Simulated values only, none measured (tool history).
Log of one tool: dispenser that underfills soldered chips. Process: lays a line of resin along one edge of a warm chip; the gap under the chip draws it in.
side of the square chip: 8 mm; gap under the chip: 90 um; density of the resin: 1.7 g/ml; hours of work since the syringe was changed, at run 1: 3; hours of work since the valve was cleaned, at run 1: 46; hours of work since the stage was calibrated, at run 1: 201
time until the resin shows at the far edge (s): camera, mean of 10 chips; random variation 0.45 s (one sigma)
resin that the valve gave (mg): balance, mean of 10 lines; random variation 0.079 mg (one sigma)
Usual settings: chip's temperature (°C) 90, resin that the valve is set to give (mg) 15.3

run	hour	chip's temperature (°C)	resin that the valve is set to give (mg)	hours of work since the syringe was changed	hours of work since the valve was cleaned	hours of work since the stage was calibrated	time until the resin shows at the far edge (s)	resin that the valve gave (mg)
1	0.0	90	15.3	3	46	201	39.5	14.87
# hour 7.0: new syringe of resin
2	7.6	90	15.3	0	51	207	36.4	14.73
3	15.9	90	15.3	7	58	213	44.2	14.57
# hour 18.0: new syringe of resin
# hour 29.5: new syringe of resin
4	29.5	90	17.3	0	68	223	35.5	16.52
# hour 40.9: new syringe of resin
5	42.9	90	17.3	2	79	234	36.6	16.35
# hour 52.1: new syringe of resin
6	53.7	90	17.3	1	87	242	36.7	16.03
7	60.0	101	15.3	6	92	247	27.9	14.32
# hour 63.3: new syringe of resin
8	66.0	90	15.3	2	96	252	38.1	14.21
9	72.6	90	15.3	7	102	257	46.0	14.06
# hour 74.3: new syringe of resin
10	84.1	90	15.3	8	110	266	47.5	14.24
# hour 85.3: new syringe of resin
# hour 91.7: dispensing valve cleaned and set on the balance
11	96.6	90	15.3	8	4	274	46.2	15.23
# hour 97.4: new syringe of resin
12	104.6	90	15.3	6	10	281	43.9	15.14
# hour 108.9: new syringe of resin
13	116.9	90	15.2	6	19	290	43.7	14.95
# hour 120.0: new syringe of resin
14	123.5	90	15.2	3	24	295	39.7	14.84
# hour 131.6: new syringe of resin
15	133.8	79	15.5	2	32	303	63.1	15.12
# hour 143.1: new syringe of resin
# hour 144.1: stage's temperature calibrated
16	144.1	96	15.0	0	39	0	25.2	14.51
# hour 155.1: new syringe of resin
17	156.8	100	19.4	1	49	10	22.1	18.61
# hour 166.2: new syringe of resin
18	168.2	100	19.4	2	58	19	22.7	18.52
# hour 177.4: new syringe of resin
19	179.5	100	19.4	2	67	27	23.1	18.47
# hour 189.0: new syringe of resin
20	189.6	76	19.3	0	75	35	61.2	18.37
21	198.0	76	19.3	7	81	42	77.1	18.17
# hour 200.1: new syringe of resin
22	208.6	76	19.3	7	89	50	74.6	18.01
# hour 211.9: new syringe of resin
23	214.5	76	19.3	2	94	54	63.8	18.04
# hour 223.7: new syringe of resin
24	225.5	78	19.3	1	102	63	58.5	17.87

The same runs without the tool's hidden state, with the same run-to-run variation:
The hidden state here: resin's viscosity, % of fresh resin's; dose that the valve gives, % of what is set; true chip temperature over the reading, C; drift of the gauge itself on fill_s, %; drift of the gauge itself on given_mg, %.
run	time until the resin shows at the far edge (s)	resin that the valve gave (mg)
1	33.5	15.43
2	33.6	15.35
3	33.3	15.26
4	33.2	17.43
5	32.4	17.37
6	32.8	17.15
7	21.4	15.36
8	32.6	15.31
9	33.5	15.21
10	33.7	15.49
11	32.9	15.29
12	34.1	15.27
13	33.7	15.18
14	33.1	15.12
15	53.9	15.49
16	25.5	14.95
17	21.4	19.30
18	21.8	19.33
19	21.8	19.40
20	60.2	19.40
21	61.6	19.28
22	59.8	19.21
23	60.2	19.31
24	54.5	19.25
